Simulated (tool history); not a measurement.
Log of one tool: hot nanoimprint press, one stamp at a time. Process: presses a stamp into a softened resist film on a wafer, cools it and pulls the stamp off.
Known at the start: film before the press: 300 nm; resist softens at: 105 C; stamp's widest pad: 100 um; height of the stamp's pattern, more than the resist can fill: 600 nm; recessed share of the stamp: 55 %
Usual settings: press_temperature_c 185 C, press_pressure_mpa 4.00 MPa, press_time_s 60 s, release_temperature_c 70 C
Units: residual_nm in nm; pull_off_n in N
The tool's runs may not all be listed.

run     day  press_temperature_c  press_pressure_mpa  press_time_s  release_temperature_c  residual_nm  pull_off_n
  1   0.000                  185                4.00            60                     70        126.7         238
  2   0.612                  185                4.00            60                     70        126.6         240
  3   0.933                  192                4.00            60                     70         89.6         237
  4   1.292                  192                4.00            60                     70         88.1         237
  5   1.758                  185                4.00            56                     70        129.8         237
  6   2.308                  180                4.00            56                     70        164.7         237
  7   3.096                  180                4.00            56                     73        165.0         236
  8   3.629                  180                4.00            56                     73        164.9         237
  9   4.238                  185                4.00            60                     70        126.3         239
 10   4.854                  185                4.00            60                     70        125.7         238
 11   5.179                  185                4.00            60                     62        125.8         247
 12   5.562                  185                4.00            60                     70        125.8         240
 13   6.338                  185                4.00            60                     70        126.2         243
 14   6.667                  185                4.00            60                     70        125.6         236
 15   7.233                  185                4.00            60                     70        125.2         245
 16   7.979                  185                4.00            60                     70        125.0         241
 17   8.338                  189                4.35            60                     70         98.0         242
 18   8.762                  189                4.35            84                     70         84.6         240
 19   9.438                  194                3.81            60                     70         81.3         241
 20   9.908                  194                3.81            60                     70         81.3         242
 21  10.438                  196                4.00            95                     64         58.9         247
 22  10.767                  194                4.00            60                     63         79.2         247
     11.392  -- stamp cleaned and given a new release coat
 23  11.692                  194                4.00            60                     63         79.7         249
 24  12.375                  185                5.05            36                     69        136.5         241
 25  13.038                  181                5.05           119                     74        104.9         234
 26  13.429                  181                6.25            49                     74        134.7         232
 27  14.204                  181                6.25            49                     74        135.4         235
 28  14.842                  191                6.08            60                     70         74.5         238
 29  15.233                  191                6.08            82                     55         65.0         259

3 ways to go on from here, each from the tool as it stands after run 29. What would each give?
  A  15.762                  188                6.08            36                     72            ?           ?
  B  15.762                  191                6.08           105                     55            ?           ?
  C  15.762                  191                6.08            77                     55            ?           ?

run  residual_nm  pull_off_n
  A        108.1         236
  B         57.8         257
  C         66.5         257
Without the tool's hidden state the same runs would have given:
run  residual_nm  pull_off_n
  A        110.7         236
  B         59.1         256
  C         68.1         256
